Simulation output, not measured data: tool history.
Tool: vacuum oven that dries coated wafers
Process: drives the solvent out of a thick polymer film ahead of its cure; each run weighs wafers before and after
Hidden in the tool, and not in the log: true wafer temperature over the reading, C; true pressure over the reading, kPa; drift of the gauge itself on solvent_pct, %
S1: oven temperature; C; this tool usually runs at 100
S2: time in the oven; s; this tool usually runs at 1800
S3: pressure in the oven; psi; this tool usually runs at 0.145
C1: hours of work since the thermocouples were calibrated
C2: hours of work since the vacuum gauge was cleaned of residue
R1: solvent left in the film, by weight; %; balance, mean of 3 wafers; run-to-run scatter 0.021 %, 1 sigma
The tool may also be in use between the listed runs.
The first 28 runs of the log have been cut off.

| run | day | S1 | S2 | S3 | C1 | C2 | R1 |
|---|---|---|---|---|---|---|---|
| 29 | 45.808 | 100 | 2880 | 0.328 | 222 | 1351 | 1.6 |
| 30 | 46.925 | 100 | 2880 | 0.328 | 238 | 1366 | 1.54 |
| 31 | 49.025 | 96 | 1800 | 0.145 | 266 | 1394 | 2.82 |
| 32 | 50.708 | 96 | 1800 | 0.145 | 289 | 1417 | 2.87 |
| 33 | 52.05 | 96 | 1800 | 0.145 | 307 | 1435 | 2.87 |
| 34 | 53.208 | 105 | 1800 | 0.086 | 323 | 1451 | 1.39 |
| 35 | 55.396 | 100 | 2580 | 0.107 | 352 | 1481 | 1.18 |
| 36 | 57.3 | 111 | 1500 | 0.107 | 378 | 1506 | 1.24 |
| 37 | 58.233 | 100 | 1860 | 0.145 | 391 | 1519 | 2.12 |
| 38 | 59.146 | 87 | 1800 | 0.405 | 403 | 1531 | 5.63 |
| 39 | 60.362 | 87 | 1680 | 0.405 | 420 | 1548 | 5.94 |
| 40 | 61.646 | 110 | 2340 | 0.145 | 437 | 1565 | 0.66 |
| 41 | 63.362 | 110 | 2520 | 0.145 | 461 | 1589 | 0.62 |
| 42 | 64.667 | 100 | 1140 | 0.086 | 478 | 1606 | 3.82 |
| 43 | 65.792 | 90 | 2520 | 0.232 | 493 | 1622 | 3.11 |
| 44 | 67.908 | 111 | 1380 | 0.11 | 522 | 1650 | 1.46 |
| 45 | 69.554 | 111 | 1380 | 0.11 | 544 | 1673 | 1.49 |

Forecast each of these 4 alternatives for the next run:
| A | 71.112 | 100 | 1800 | 0.538 | 566 | 1694 | ? |
| B | 71.112 | 111 | 1380 | 0.086 | 566 | 1694 | ? |
| C | 71.112 | 113 | 1800 | 0.145 | 566 | 1694 | ? |
| D | 71.112 | 114 | 1380 | 0.11 | 566 | 1694 | ? |

| run | R1 |
|---|---|
| A | 3.29 |
| B | 1.45 |
| C | 0.87 |
| D | 1.17 |
Without the tool's hidden state the same runs would have given:
| run | R1 |
|---|---|
| A | 2.9 |
| B | 1.19 |
| C | 0.66 |
| D | 0.94 |
